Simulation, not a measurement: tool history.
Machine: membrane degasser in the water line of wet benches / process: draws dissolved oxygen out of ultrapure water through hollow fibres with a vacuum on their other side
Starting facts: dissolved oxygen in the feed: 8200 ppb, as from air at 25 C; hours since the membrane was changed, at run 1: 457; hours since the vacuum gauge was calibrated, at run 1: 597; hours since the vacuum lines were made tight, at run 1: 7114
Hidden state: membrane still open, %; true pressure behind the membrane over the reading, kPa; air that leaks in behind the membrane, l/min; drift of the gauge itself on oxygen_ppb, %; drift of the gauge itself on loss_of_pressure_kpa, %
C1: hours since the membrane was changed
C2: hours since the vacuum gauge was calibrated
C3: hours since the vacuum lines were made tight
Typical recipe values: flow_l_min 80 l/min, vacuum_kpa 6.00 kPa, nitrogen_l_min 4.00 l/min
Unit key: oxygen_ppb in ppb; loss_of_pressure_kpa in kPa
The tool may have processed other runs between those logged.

run 1 hour=0.0 | flow_l_min=80 vacuum_kpa=6.00 nitrogen_l_min=4.00 | C1=457 C2=597 C3=7114 | oxygen_ppb=128.8 loss_of_pressure_kpa=26.33
run 2 hour=25.6 | flow_l_min=80 vacuum_kpa=4.14 nitrogen_l_min=4.00 | C1=482 C2=623 C3=7140 | oxygen_ppb=48.6 loss_of_pressure_kpa=26.14
run 3 hour=81.4 | flow_l_min=80 vacuum_kpa=6.00 nitrogen_l_min=4.00 | C1=538 C2=679 C3=7196 | oxygen_ppb=127.3 loss_of_pressure_kpa=26.32
run 4 hour=126.7 | flow_l_min=80 vacuum_kpa=6.00 nitrogen_l_min=4.00 | C1=583 C2=724 C3=7241 | oxygen_ppb=128.0 loss_of_pressure_kpa=26.36
run 5 hour=180.7 | flow_l_min=80 vacuum_kpa=6.00 nitrogen_l_min=4.00 | C1=637 C2=778 C3=7295 | oxygen_ppb=130.1 loss_of_pressure_kpa=26.23
run 6 hour=230.3 | flow_l_min=80 vacuum_kpa=6.00 nitrogen_l_min=4.00 | C1=687 C2=828 C3=7345 | oxygen_ppb=130.7 loss_of_pressure_kpa=26.32
run 7 hour=272.5 | flow_l_min=80 vacuum_kpa=6.00 nitrogen_l_min=4.00 | C1=729 C2=870 C3=7387 | oxygen_ppb=131.3 loss_of_pressure_kpa=26.49
run 8 hour=328.6 | flow_l_min=80 vacuum_kpa=6.00 nitrogen_l_min=4.00 | C1=785 C2=926 C3=7443 | oxygen_ppb=131.6 loss_of_pressure_kpa=26.22
run 9 hour=357.4 | flow_l_min=80 vacuum_kpa=6.00 nitrogen_l_min=1.99 | C1=814 C2=955 C3=7472 | oxygen_ppb=229.5 loss_of_pressure_kpa=26.46
run 10 hour=381.8 | flow_l_min=80 vacuum_kpa=6.00 nitrogen_l_min=1.64 | C1=838 C2=979 C3=7496 | oxygen_ppb=264.7 loss_of_pressure_kpa=26.17
run 11 hour=424.2 | flow_l_min=80 vacuum_kpa=6.00 nitrogen_l_min=1.64 | C1=881 C2=1022 C3=7539 | oxygen_ppb=268.0 loss_of_pressure_kpa=26.28
run 12 hour=452.9 | flow_l_min=73 vacuum_kpa=6.00 nitrogen_l_min=1.64 | C1=910 C2=1050 C3=7567 | oxygen_ppb=244.5 loss_of_pressure_kpa=24.18
run 13 hour=500.7 | flow_l_min=80 vacuum_kpa=6.00 nitrogen_l_min=2.05 | C1=957 C2=1098 C3=7615 | oxygen_ppb=224.7 loss_of_pressure_kpa=26.38
run 14 hour=552.6 | flow_l_min=80 vacuum_kpa=6.00 nitrogen_l_min=2.05 | C1=1009 C2=1150 C3=7667 | oxygen_ppb=219.2 loss_of_pressure_kpa=26.24
run 15 hour=608.5 | flow_l_min=80 vacuum_kpa=6.00 nitrogen_l_min=2.05 | C1=1065 C2=1206 C3=7723 | oxygen_ppb=225.5 loss_of_pressure_kpa=26.79
run 16 hour=653.7 | flow_l_min=80 vacuum_kpa=6.74 nitrogen_l_min=4.00 | C1=1110 C2=1251 C3=7768 | oxygen_ppb=163.7 loss_of_pressure_kpa=26.50
run 17 hour=688.2 | flow_l_min=80 vacuum_kpa=6.74 nitrogen_l_min=4.00 | C1=1145 C2=1286 C3=7803 | oxygen_ppb=162.4 loss_of_pressure_kpa=26.35
run 18 hour=743.4 | flow_l_min=98 vacuum_kpa=3.73 nitrogen_l_min=3.20 | C1=1200 C2=1341 C3=7858 | oxygen_ppb=49.5 loss_of_pressure_kpa=32.31
run 19 hour=778.1 | flow_l_min=109 vacuum_kpa=6.00 nitrogen_l_min=2.56 | C1=1235 C2=1375 C3=7892 | oxygen_ppb=253.6 loss_of_pressure_kpa=36.13
run 20 hour=831.1 | flow_l_min=80 vacuum_kpa=8.52 nitrogen_l_min=3.90 | C1=1288 C2=1428 C3=7945 | oxygen_ppb=242.0 loss_of_pressure_kpa=26.30
run 21 hour=877.8 | flow_l_min=66 vacuum_kpa=6.45 nitrogen_l_min=3.73 | C1=1334 C2=1475 C3=7992 | oxygen_ppb=131.6 loss_of_pressure_kpa=21.79
run 22 hour=918.5 | flow_l_min=66 vacuum_kpa=6.45 nitrogen_l_min=3.73 | C1=1375 C2=1516 C3=8033 | oxygen_ppb=134.5 loss_of_pressure_kpa=21.61
run 23 hour=971.4 | flow_l_min=87 vacuum_kpa=12.24 nitrogen_l_min=3.73 | C1=1428 C2=1569 C3=8086 | oxygen_ppb=449.7 loss_of_pressure_kpa=28.54
run 24 hour=1016.2 | flow_l_min=91 vacuum_kpa=6.63 nitrogen_l_min=10.91 | C1=1473 C2=1614 C3=8131 | oxygen_ppb=78.4 loss_of_pressure_kpa=30.02
run 25 hour=1048.0 | flow_l_min=91 vacuum_kpa=6.63 nitrogen_l_min=10.91 | C1=1505 C2=1645 C3=8162 | oxygen_ppb=78.6 loss_of_pressure_kpa=29.94
run 26 hour=1073.1 | flow_l_min=51 vacuum_kpa=6.00 nitrogen_l_min=2.17 | C1=1530 C2=1670 C3=8187 | oxygen_ppb=149.0 loss_of_pressure_kpa=16.71
run 27 hour=1106.5 | flow_l_min=85 vacuum_kpa=6.00 nitrogen_l_min=2.22 | C1=1563 C2=1704 C3=8221 | oxygen_ppb=225.4 loss_of_pressure_kpa=28.11
run 28 hour=1161.2 | flow_l_min=77 vacuum_kpa=14.29 nitrogen_l_min=2.34 | C1=1618 C2=1759 C3=8275 | oxygen_ppb=714.1 loss_of_pressure_kpa=25.66
run 29 hour=1188.5 | flow_l_min=77 vacuum_kpa=14.29 nitrogen_l_min=2.34 | C1=1645 C2=1786 C3=8303 | oxygen_ppb=718.1 loss_of_pressure_kpa=25.46
run 30 hour=1234.0 | flow_l_min=77 vacuum_kpa=14.29 nitrogen_l_min=8.87 | C1=1691 C2=1831 C3=8348 | oxygen_ppb=229.5 loss_of_pressure_kpa=25.47
run 31 hour=1281.5 | flow_l_min=118 vacuum_kpa=5.10 nitrogen_l_min=2.01 | C1=1738 C2=1879 C3=8396 | oxygen_ppb=233.2 loss_of_pressure_kpa=39.20
run 32 hour=1310.9 | flow_l_min=112 vacuum_kpa=5.10 nitrogen_l_min=9.85 | C1=1768 C2=1908 C3=8425 | oxygen_ppb=71.5 loss_of_pressure_kpa=37.43

Below are 4 alternative next runs, each starting from the tool's condition after run 32. Predict each:
run A hour=1350.2 | flow_l_min=90 vacuum_kpa=14.73 nitrogen_l_min=6.88 | C1=1807 C2=1948 C3=8464 | oxygen_ppb=? loss_of_pressure_kpa=?
run B hour=1350.2 | flow_l_min=97 vacuum_kpa=7.66 nitrogen_l_min=2.76 | C1=1807 C2=1948 C3=8464 | oxygen_ppb=? loss_of_pressure_kpa=?
run C hour=1350.2 | flow_l_min=112 vacuum_kpa=4.28 nitrogen_l_min=9.85 | C1=1807 C2=1948 C3=8464 | oxygen_ppb=? loss_of_pressure_kpa=?
run D hour=1350.2 | flow_l_min=52 vacuum_kpa=5.58 nitrogen_l_min=5.22 | C1=1807 C2=1948 C3=8464 | oxygen_ppb=? loss_of_pressure_kpa=?

run=A oxygen_ppb=349.2 loss_of_pressure_kpa=29.93
run=B oxygen_ppb=327.7 loss_of_pressure_kpa=32.21
run=C oxygen_ppb=51.4 loss_of_pressure_kpa=37.02
run=D oxygen_ppb=57.4 loss_of_pressure_kpa=17.17
Take away the tool's hidden state, keep each run's random variation, and the runs would have read:
run=A oxygen_ppb=343.5 loss_of_pressure_kpa=29.49
run=B oxygen_ppb=320.1 loss_of_pressure_kpa=31.73
run=C oxygen_ppb=47.1 loss_of_pressure_kpa=36.47
run=D oxygen_ppb=54.5 loss_of_pressure_kpa=16.92
